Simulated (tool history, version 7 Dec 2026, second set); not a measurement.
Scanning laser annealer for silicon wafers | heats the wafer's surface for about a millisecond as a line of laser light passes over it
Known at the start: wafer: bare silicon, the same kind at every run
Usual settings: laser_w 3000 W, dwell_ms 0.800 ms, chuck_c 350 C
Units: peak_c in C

{"run": 1, "hour": 0.0, "laser_w": 3000, "dwell_ms": 0.8, "chuck_c": 350, "peak_c": 1125}
{"run": 2, "hour": 6.6, "laser_w": 3011, "dwell_ms": 0.8, "chuck_c": 350, "peak_c": 1125}
{"run": 3, "hour": 16.2, "laser_w": 3011, "dwell_ms": 0.8, "chuck_c": 350, "peak_c": 1128}
{"run": 4, "hour": 25.8, "laser_w": 3000, "dwell_ms": 0.8, "chuck_c": 350, "peak_c": 1127}
{"run": 5, "hour": 32.9, "laser_w": 3000, "dwell_ms": 0.8, "chuck_c": 350, "peak_c": 1125}
{"run": 6, "hour": 43.1, "laser_w": 3000, "dwell_ms": 0.8, "chuck_c": 350, "peak_c": 1128}
{"run": 7, "hour": 52.4, "laser_w": 3000, "dwell_ms": 0.8, "chuck_c": 350, "peak_c": 1124}
{"run": 8, "hour": 62.3, "laser_w": 3000, "dwell_ms": 0.898, "chuck_c": 350, "peak_c": 1166}
{"run": 9, "hour": 66.7, "laser_w": 3000, "dwell_ms": 0.898, "chuck_c": 350, "peak_c": 1166}
{"run": 10, "hour": 72.7, "laser_w": 3188, "dwell_ms": 0.898, "chuck_c": 345, "peak_c": 1214}
{"run": 11, "hour": 81.7, "laser_w": 3188, "dwell_ms": 0.898, "chuck_c": 345, "peak_c": 1212}
{"run": 12, "hour": 87.1, "laser_w": 3188, "dwell_ms": 0.982, "chuck_c": 345, "peak_c": 1252}
{"run": 13, "hour": 95.1, "laser_w": 3188, "dwell_ms": 0.982, "chuck_c": 345, "peak_c": 1249}
{"run": 14, "hour": 103.2, "laser_w": 2760, "dwell_ms": 0.608, "chuck_c": 330, "peak_c": 957}
{"run": 15, "hour": 107.5, "laser_w": 2760, "dwell_ms": 0.608, "chuck_c": 330, "peak_c": 954}
{"run": 16, "hour": 112.0, "laser_w": 3000, "dwell_ms": 0.789, "chuck_c": 334, "peak_c": 1102}
{"run": 17, "hour": 116.4, "laser_w": 3000, "dwell_ms": 0.789, "chuck_c": 334, "peak_c": 1104}
{"run": 18, "hour": 123.3, "laser_w": 3000, "dwell_ms": 0.789, "chuck_c": 334, "peak_c": 1101}

4 ways to go on from here, each from the tool as it stands after run 18. What would each give?
{"run": "A", "hour": 130.1, "laser_w": 3172, "dwell_ms": 0.8, "chuck_c": 346, "peak_c": "?"}
{"run": "B", "hour": 130.1, "laser_w": 3216, "dwell_ms": 0.738, "chuck_c": 324, "peak_c": "?"}
{"run": "C", "hour": 130.1, "laser_w": 2908, "dwell_ms": 0.789, "chuck_c": 316, "peak_c": "?"}
{"run": "D", "hour": 130.1, "laser_w": 3223, "dwell_ms": 0.577, "chuck_c": 376, "peak_c": "?"}

run=A peak_c=1172
run=B peak_c=1127
run=C peak_c=1060
run=D peak_c=1095
Without the tool's hidden state the same runs would have given:
run=A peak_c=1185
run=B peak_c=1141
run=C peak_c=1072
run=D peak_c=1107
